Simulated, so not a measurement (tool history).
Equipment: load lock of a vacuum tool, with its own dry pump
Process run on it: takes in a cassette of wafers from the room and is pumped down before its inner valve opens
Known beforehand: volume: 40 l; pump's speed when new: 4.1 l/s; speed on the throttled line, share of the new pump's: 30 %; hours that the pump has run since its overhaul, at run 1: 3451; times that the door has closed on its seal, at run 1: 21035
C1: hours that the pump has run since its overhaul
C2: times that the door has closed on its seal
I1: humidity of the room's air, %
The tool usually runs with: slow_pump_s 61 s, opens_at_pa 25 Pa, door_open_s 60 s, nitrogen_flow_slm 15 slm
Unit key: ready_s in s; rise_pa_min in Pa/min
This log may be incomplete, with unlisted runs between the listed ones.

Run 1, day 0: usual settings; C1 3451; C2 21035; I1 45.7. Result: ready_s 130.4 s, rise_pa_min 0.072 Pa/min.
Run 2, day 4.667: usual settings; C1 3563; C2 21393; I1 44.9. Result: ready_s 132.3 s, rise_pa_min 0.073 Pa/min.
Run 3, day 10.129: usual settings; C1 3695; C2 21813; I1 45.4. Result: ready_s 130.3 s, rise_pa_min 0.076 Pa/min.
Run 4, day 14.983: usual settings; C1 3811; C2 22186; I1 45. Result: ready_s 132 s, rise_pa_min 0.072 Pa/min.
Run 5, day 18.967: usual settings but door_open_s 199 s; C1 3907; C2 22492; I1 47.2. Result: ready_s 131.4 s, rise_pa_min 0.084 Pa/min.
Run 6, day 24.042: usual settings; C1 4028; C2 22882; I1 44.5. Result: ready_s 130.8 s, rise_pa_min 0.08 Pa/min.
Run 7, day 26.762: usual settings; C1 4094; C2 23091; I1 39.8. Result: ready_s 130.6 s, rise_pa_min 0.078 Pa/min.
Run 8, day 30.854: usual settings; C1 4192; C2 23405; I1 43. Result: ready_s 131.1 s, rise_pa_min 0.082 Pa/min.
Run 9, day 34.025: usual settings; C1 4268; C2 23649; I1 47.6. Result: ready_s 131.5 s, rise_pa_min 0.083 Pa/min.
Run 10, day 39.496: usual settings but slow_pump_s 50 s, opens_at_pa 41 Pa, door_open_s 56 s, nitrogen_flow_slm 10 slm; C1 4399; C2 24069; I1 49.6. Result: ready_s 119.6 s, rise_pa_min 0.094 Pa/min.
Run 11, day 42.188: usual settings but slow_pump_s 108 s, door_open_s 113 s; C1 4464; C2 24276; I1 43.1. Result: ready_s 162 s, rise_pa_min 0.096 Pa/min.
Run 12, day 46.512: usual settings but slow_pump_s 108 s, door_open_s 113 s, nitrogen_flow_slm 5 slm; C1 4568; C2 24608; I1 44.8. Result: ready_s 164.3 s, rise_pa_min 0.101 Pa/min.
Run 13, day 50.642: usual settings but slow_pump_s 108 s, opens_at_pa 32 Pa, door_open_s 113 s, nitrogen_flow_slm 7 slm; C1 4667; C2 24925; I1 48.1. Result: ready_s 160.1 s, rise_pa_min 0.1 Pa/min.
Run 14, day 53.392: usual settings but slow_pump_s 108 s, opens_at_pa 32 Pa, door_open_s 113 s, nitrogen_flow_slm 7 slm; C1 4733; C2 25136; I1 45.8. Result: ready_s 161 s, rise_pa_min 0.102 Pa/min.
Run 15, day 58.729: usual settings but opens_at_pa 46 Pa; C1 4861; C2 25546; I1 47.6. Result: ready_s 126 s, rise_pa_min 0.092 Pa/min.
Run 16, day 64.408: usual settings but opens_at_pa 46 Pa; C1 4997; C2 25983; I1 44.7. Result: ready_s 127.6 s, rise_pa_min 0.095 Pa/min.
Run 17, day 67.029: usual settings but slow_pump_s 109 s, opens_at_pa 32 Pa, nitrogen_flow_slm 39 slm; C1 5060; C2 26184; I1 43.1. Result: ready_s 161.7 s, rise_pa_min 0.092 Pa/min.

Consider 3 possible next runs. They are alternatives, not a sequence: every one starts from the tool as it was left by run 17. What does each give?
Run A, day 72.271: usual settings but slow_pump_s 109 s, opens_at_pa 42 Pa, nitrogen_flow_slm 10 slm; C1 5186; C2 26587; I1 46.5. Result: ready_s ?, rise_pa_min ?.
Run B, day 72.271: usual settings but slow_pump_s 36 s, door_open_s 94 s; C1 5186; C2 26587; I1 44.8. Result: ready_s ?, rise_pa_min ?.
Run C, day 72.271: usual settings but slow_pump_s 51 s, opens_at_pa 32 Pa, nitrogen_flow_slm 8 slm; C1 5186; C2 26587; I1 43.3. Result: ready_s ?, rise_pa_min ?.

run  ready_s  rise_pa_min
  A    161.3        0.107
  B    117.2        0.095
  C      124          0.1
Without the tool's hidden state the same runs would have given:
run  ready_s  rise_pa_min
  A    155.1        0.024
  B    107.3        0.013
  C    115.1        0.019
